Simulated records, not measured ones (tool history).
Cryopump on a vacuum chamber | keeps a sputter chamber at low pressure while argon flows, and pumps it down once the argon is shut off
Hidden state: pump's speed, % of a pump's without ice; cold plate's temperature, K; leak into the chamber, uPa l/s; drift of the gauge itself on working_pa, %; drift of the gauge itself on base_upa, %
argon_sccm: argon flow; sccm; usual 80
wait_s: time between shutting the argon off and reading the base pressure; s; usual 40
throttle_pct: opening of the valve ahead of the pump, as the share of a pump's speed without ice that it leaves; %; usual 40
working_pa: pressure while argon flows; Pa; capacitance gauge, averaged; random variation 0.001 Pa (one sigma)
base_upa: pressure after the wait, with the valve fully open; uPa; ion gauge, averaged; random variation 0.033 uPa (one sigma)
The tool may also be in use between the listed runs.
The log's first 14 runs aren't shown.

run    hour  argon_sccm  wait_s  throttle_pct  hours of work since the pump was warmed up and emptied  hours of work since the cold head was overhauled  hours of work since the chamber's fittings were tightened  working_pa  base_upa
 15   828.9          80      40            40                                                     445                                              3221                                                        498      0.2303      1.98
 16   890.5          80      40            40                                                     494                                              3271                                                        548      0.2311      1.94
 17   924.1          80      40            40                                                     521                                              3298                                                        575      0.2324      1.95
 18   960.1          66     113            22                                                     550                                              3327                                                        604      0.3412       0.9
 19  1039.1          66     113            22                                                     614                                              3390                                                        667      0.3412      0.99
 20  1072.8         126      40            40                                                     641                                              3417                                                        694      0.3752      2.04
 21  1129.8         126      40            40                                                     686                                              3463                                                        740      0.3794      2.08
 22  1204.3         126      40            40                                                     746                                              3523                                                        800      0.3827      1.99
 23  1248.2         100      91            40                                                     781                                              3558                                                        835      0.3048      1.23
 24  1315.7          40      40            24                                                     836                                              3612                                                        889      0.1953      2.05
     1378.5  -- pump warmed up, emptied and cooled again
 25  1384.6         122      40            29                                                       5                                              3663                                                        940      0.4558      2.04
 26  1440.4          37     162            42                                                      50                                              3708                                                        985      0.0955      0.77
 27  1518.4          37     162            42                                                     112                                              3771                                                       1048      0.0962      0.79
 28    1594         101     128            44                                                     173                                              3831                                                       1108      0.2566       0.9
 29  1653.2         101     128            44                                                     220                                              3879                                                       1156      0.2568      0.96
 30    1726         101     128            39                                                     279                                              3937                                                       1214       0.291      0.98
 31  1774.5         101     128            39                                                     318                                              3976                                                       1253       0.293      0.99
 32  1838.6         106     236            58                                                     369                                              4028                                                       1305      0.2145      0.76
 33    1905         106     236            28                                                     423                                              4081                                                       1358      0.4282      0.78
 34  1978.2          80     220            21                                                     481                                              4140                                                       1417      0.4295      0.86

Forecast each of these 3 alternatives for the next run:
  A  2057.2          80      86            21                                                     545                                              4203                                                       1480           ?         ?
  B  2057.2          80      60            21                                                     545                                              4203                                                       1480           ?         ?
  C  2057.2          37     135            21                                                     545                                              4203                                                       1480           ?         ?

run  working_pa  base_upa
  A      0.4275      1.31
  B      0.4287      1.62
  C      0.1971      1.03
Without the tool's hidden state the same runs would have given:
run  working_pa  base_upa
  A      0.4081      0.93
  B      0.4093      1.24
  C      0.1881      0.65
